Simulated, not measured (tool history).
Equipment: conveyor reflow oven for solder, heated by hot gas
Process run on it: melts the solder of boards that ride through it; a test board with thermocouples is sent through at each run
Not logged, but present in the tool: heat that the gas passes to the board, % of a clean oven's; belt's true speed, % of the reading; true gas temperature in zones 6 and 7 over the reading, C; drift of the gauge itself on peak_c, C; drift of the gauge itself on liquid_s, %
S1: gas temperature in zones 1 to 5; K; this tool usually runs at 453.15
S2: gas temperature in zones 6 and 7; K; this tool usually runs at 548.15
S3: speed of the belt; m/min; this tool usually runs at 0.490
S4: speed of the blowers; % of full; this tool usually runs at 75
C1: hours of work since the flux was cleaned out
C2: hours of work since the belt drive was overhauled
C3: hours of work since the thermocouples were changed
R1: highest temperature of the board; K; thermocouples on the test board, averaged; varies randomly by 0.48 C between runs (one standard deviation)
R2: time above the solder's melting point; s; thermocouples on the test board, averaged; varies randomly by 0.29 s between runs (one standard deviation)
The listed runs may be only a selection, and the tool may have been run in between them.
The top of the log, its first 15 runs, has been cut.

Run 16, hour 375.6: usual settings but S1 467.15 K, S2 549.15 K, S3 0.398 m/min, S4 87 % of full; C1 252; C2 878; C3 851. Result: R1 541.85 K, R2 103.0 s.
Run 17, hour 405.7: usual settings but S1 443.15 K, S2 553.15 K, S3 0.478 m/min, S4 59 % of full; C1 270; C2 897; C3 869. Result: R1 529.75 K, R2 66.5 s.
Run 18, hour 422.5: usual settings but S1 460.15 K, S2 560.15 K, S3 0.573 m/min; C1 281; C2 907; C3 880. Result: R1 538.25 K, R2 65.7 s.
Run 19, hour 452.6: usual settings but S1 451.15 K, S2 543.15 K, S3 0.447 m/min, S4 53 % of full; C1 300; C2 926; C3 899. Result: R1 522.85 K, R2 68.8 s.
Run 20, hour 466.7: usual settings but S1 451.15 K, S2 543.15 K, S3 0.447 m/min, S4 53 % of full; C1 308; C2 935; C3 907. Result: R1 522.95 K, R2 68.6 s.
Run 21, hour 481.0: usual settings but S1 466.15 K, S2 558.15 K, S3 0.461 m/min, S4 58 % of full; C1 317; C2 944; C3 916. Result: R1 540.15 K, R2 86.9 s.
At hour 495.9: flux residue cleaned out of gas plates and filters.
Run 22, hour 509.5: usual settings but S1 441.15 K, S3 0.404 m/min, S4 50 % of full; C1 8; C2 958; C3 931. Result: R1 528.05 K, R2 77.2 s.
Run 23, hour 535.1: usual settings but S1 441.15 K, S3 0.404 m/min, S4 50 % of full; C1 24; C2 974; C3 947. Result: R1 528.55 K, R2 77.2 s.
Run 24, hour 556.6: usual settings but S1 441.15 K, S2 541.15 K, S4 62 % of full; C1 38; C2 988; C3 960. Result: R1 519.45 K, R2 55.3 s.
Run 25, hour 575.2: usual settings but S1 439.15 K, S2 545.15 K, S3 0.502 m/min; C1 49; C2 999; C3 972. Result: R1 526.35 K, R2 60.1 s.
Run 26, hour 594.3: usual settings but S1 439.15 K, S2 545.15 K, S3 0.502 m/min; C1 61; C2 1011; C3 984. Result: R1 526.15 K, R2 59.9 s.
Run 27, hour 616.3: usual settings but S1 439.15 K, S2 545.15 K, S3 0.502 m/min, S4 54 % of full; C1 75; C2 1025; C3 998. Result: R1 518.75 K, R2 49.6 s.
At hour 636.2: belt drive overhauled, speed set with a stopwatch.
Run 28, hour 651.5: usual settings but S1 439.15 K, S2 545.15 K, S3 0.502 m/min, S4 54 % of full; C1 94; C2 10; C3 1017. Result: R1 517.35 K, R2 50.2 s.
Run 29, hour 678.2: usual settings but S1 466.15 K, S2 554.15 K, S3 0.502 m/min, S4 54 % of full; C1 111; C2 26; C3 1034. Result: R1 531.45 K, R2 74.3 s.
Run 30, hour 708.8: usual settings but S2 552.15 K, S3 0.454 m/min, S4 88 % of full; C1 130; C2 45; C3 1053. Result: R1 540.35 K, R2 83.3 s.

Each row is a separate what-if for the run after 30, all from the same tool condition, not one after another. Results?
At hour 726.7: thermocouples of zones 6 and 7 changed.
Run A, hour 730.2: usual settings but S1 444.15 K, S4 81 % of full; C1 142; C2 57; C3 2. Result: R1 ?, R2 ?.
At hour 726.7: thermocouples of zones 6 and 7 changed.
Run B, hour 730.2: usual settings but S3 0.485 m/min, S4 85 % of full; C1 142; C2 57; C3 2. Result: R1 ?, R2 ?.
At hour 726.7: thermocouples of zones 6 and 7 changed.
Run C, hour 730.2: usual settings but S3 0.489 m/min; C1 142; C2 57; C3 2. Result: R1 ?, R2 ?.
At hour 726.7: thermocouples of zones 6 and 7 changed.
Run D, hour 730.2: usual settings but S2 541.15 K, S4 57 % of full; C1 142; C2 57; C3 2. Result: R1 ?, R2 ?.

run      R1    R2
  A  532.55  67.9
  B  535.25  74.3
  C  532.45  71.7
  D  520.05  60.4
Had the tool no hidden state, the same runs would have come out as:
run      R1    R2
  A  532.65  68.0
  B  535.35  74.3
  C  532.55  71.8
  D  520.15  60.5
